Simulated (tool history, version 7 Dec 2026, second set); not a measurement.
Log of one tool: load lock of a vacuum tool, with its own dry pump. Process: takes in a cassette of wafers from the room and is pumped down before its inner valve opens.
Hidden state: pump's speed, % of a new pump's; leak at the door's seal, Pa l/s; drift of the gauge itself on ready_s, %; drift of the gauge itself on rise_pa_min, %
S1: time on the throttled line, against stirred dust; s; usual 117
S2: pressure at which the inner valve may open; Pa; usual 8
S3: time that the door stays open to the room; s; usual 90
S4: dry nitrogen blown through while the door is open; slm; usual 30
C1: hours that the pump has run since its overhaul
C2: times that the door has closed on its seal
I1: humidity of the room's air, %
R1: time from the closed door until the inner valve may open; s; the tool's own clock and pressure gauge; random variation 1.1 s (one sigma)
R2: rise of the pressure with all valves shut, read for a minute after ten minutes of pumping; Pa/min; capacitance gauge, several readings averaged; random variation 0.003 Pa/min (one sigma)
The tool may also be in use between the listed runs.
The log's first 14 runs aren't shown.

{"run": 15, "day": 174.504, "S1": 117, "S2": 8, "S3": 90, "S4": 30, "C1": 3323, "C2": 32287, "I1": 45.5, "R1": 182.5, "R2": 0.246}
{"run": 16, "day": 189.496, "S1": 117, "S2": 8, "S3": 90, "S4": 30, "C1": 3682, "C2": 33105, "I1": 45.6, "R1": 179.7, "R2": 0.25}
{"run": 17, "day": 200.092, "S1": 117, "S2": 8, "S3": 90, "S4": 30, "C1": 3937, "C2": 33683, "I1": 41.6, "R1": 179.0, "R2": 0.249}
{"run": 18, "day": 219.433, "S1": 117, "S2": 8, "S3": 90, "S4": 21, "C1": 4401, "C2": 34739, "I1": 45.7, "R1": 181.5, "R2": 0.273}
{"run": 19, "day": 229.662, "S1": 117, "S2": 8, "S3": 90, "S4": 21, "C1": 4646, "C2": 35297, "I1": 46.4, "R1": 181.1, "R2": 0.283}
{"run": 20, "day": 239.65, "S1": 174, "S2": 8, "S3": 175, "S4": 32, "C1": 4886, "C2": 35842, "I1": 47.7, "R1": 224.3, "R2": 0.297}
{"run": 21, "day": 250.083, "S1": 101, "S2": 6, "S3": 182, "S4": 36, "C1": 5137, "C2": 36412, "I1": 44.3, "R1": 169.4, "R2": 0.302}
{"run": 22, "day": 270.504, "S1": 103, "S2": 7, "S3": 26, "S4": 36, "C1": 5627, "C2": 37526, "I1": 44.0, "R1": 171.6, "R2": 0.304}
{"day": 274.95, "done": "door's seal changed, seat wiped"}
{"run": 23, "day": 286.617, "S1": 120, "S2": 8, "S3": 90, "S4": 4, "C1": 6012, "C2": 637, "I1": 44.9, "R1": 185.0, "R2": 0.027}
{"run": 24, "day": 306.271, "S1": 120, "S2": 8, "S3": 90, "S4": 4, "C1": 6484, "C2": 1710, "I1": 43.3, "R1": 186.6, "R2": 0.029}
{"run": 25, "day": 320.554, "S1": 120, "S2": 9, "S3": 90, "S4": 39, "C1": 6826, "C2": 2489, "I1": 49.4, "R1": 184.2, "R2": 0.024}
{"run": 26, "day": 332.979, "S1": 120, "S2": 9, "S3": 90, "S4": 39, "C1": 7124, "C2": 3167, "I1": 43.8, "R1": 183.5, "R2": 0.025}
{"run": 27, "day": 345.646, "S1": 120, "S2": 9, "S3": 90, "S4": 39, "C1": 7429, "C2": 3859, "I1": 45.8, "R1": 184.4, "R2": 0.027}
{"run": 28, "day": 355.846, "S1": 83, "S2": 8, "S3": 90, "S4": 6, "C1": 7673, "C2": 4415, "I1": 46.2, "R1": 155.5, "R2": 0.036}
{"run": 29, "day": 372.067, "S1": 83, "S2": 7, "S3": 43, "S4": 6, "C1": 8063, "C2": 5301, "I1": 43.7, "R1": 156.0, "R2": 0.039}
{"run": 30, "day": 385.125, "S1": 117, "S2": 8, "S3": 72, "S4": 19, "C1": 8376, "C2": 6013, "I1": 41.0, "R1": 184.2, "R2": 0.041}
{"run": 31, "day": 395.642, "S1": 110, "S2": 6, "S3": 88, "S4": 14, "C1": 8628, "C2": 6587, "I1": 45.9, "R1": 181.4, "R2": 0.058}
{"run": 32, "day": 414.038, "S1": 151, "S2": 8, "S3": 197, "S4": 30, "C1": 9070, "C2": 7591, "I1": 45.1, "R1": 209.5, "R2": 0.059}
{"run": 33, "day": 425.008, "S1": 94, "S2": 8, "S3": 90, "S4": 43, "C1": 9333, "C2": 8190, "I1": 40.5, "R1": 166.5, "R2": 0.043}
{"run": 34, "day": 433.938, "S1": 94, "S2": 8, "S3": 90, "S4": 43, "C1": 9548, "C2": 8677, "I1": 43.4, "R1": 166.1, "R2": 0.045}
{"run": 35, "day": 453.675, "S1": 130, "S2": 11, "S3": 26, "S4": 27, "C1": 10021, "C2": 9755, "I1": 41.7, "R1": 193.5, "R2": 0.047}
{"run": 36, "day": 462.821, "S1": 130, "S2": 11, "S3": 26, "S4": 27, "C1": 10241, "C2": 10254, "I1": 47.4, "R1": 192.1, "R2": 0.055}
{"run": 37, "day": 481.488, "S1": 117, "S2": 10, "S3": 90, "S4": 30, "C1": 10689, "C2": 11273, "I1": 41.5, "R1": 183.1, "R2": 0.064}
{"run": 38, "day": 499.629, "S1": 223, "S2": 10, "S3": 90, "S4": 30, "C1": 11124, "C2": 12263, "I1": 46.3, "R1": 267.3, "R2": 0.069}

3 ways to go on from here, each from the tool as it stands after run 38. What would each give?
{"run": "A", "day": 514.671, "S1": 117, "S2": 12, "S3": 90, "S4": 30, "C1": 11485, "C2": 13083, "I1": 44.1, "R1": "?", "R2": "?"}
{"run": "B", "day": 514.671, "S1": 102, "S2": 10, "S3": 185, "S4": 30, "C1": 11485, "C2": 13083, "I1": 44.6, "R1": "?", "R2": "?"}
{"run": "C", "day": 514.671, "S1": 117, "S2": 8, "S3": 199, "S4": 18, "C1": 11485, "C2": 13083, "I1": 41.9, "R1": "?", "R2": "?"}

run=A R1=183.2 R2=0.074
run=B R1=171.2 R2=0.083
run=C R1=185.3 R2=0.093
Without the tool's hidden state the same runs would have given:
run=A R1=176.7 R2=0.018
run=B R1=164.2 R2=0.025
run=C R1=178.4 R2=0.035

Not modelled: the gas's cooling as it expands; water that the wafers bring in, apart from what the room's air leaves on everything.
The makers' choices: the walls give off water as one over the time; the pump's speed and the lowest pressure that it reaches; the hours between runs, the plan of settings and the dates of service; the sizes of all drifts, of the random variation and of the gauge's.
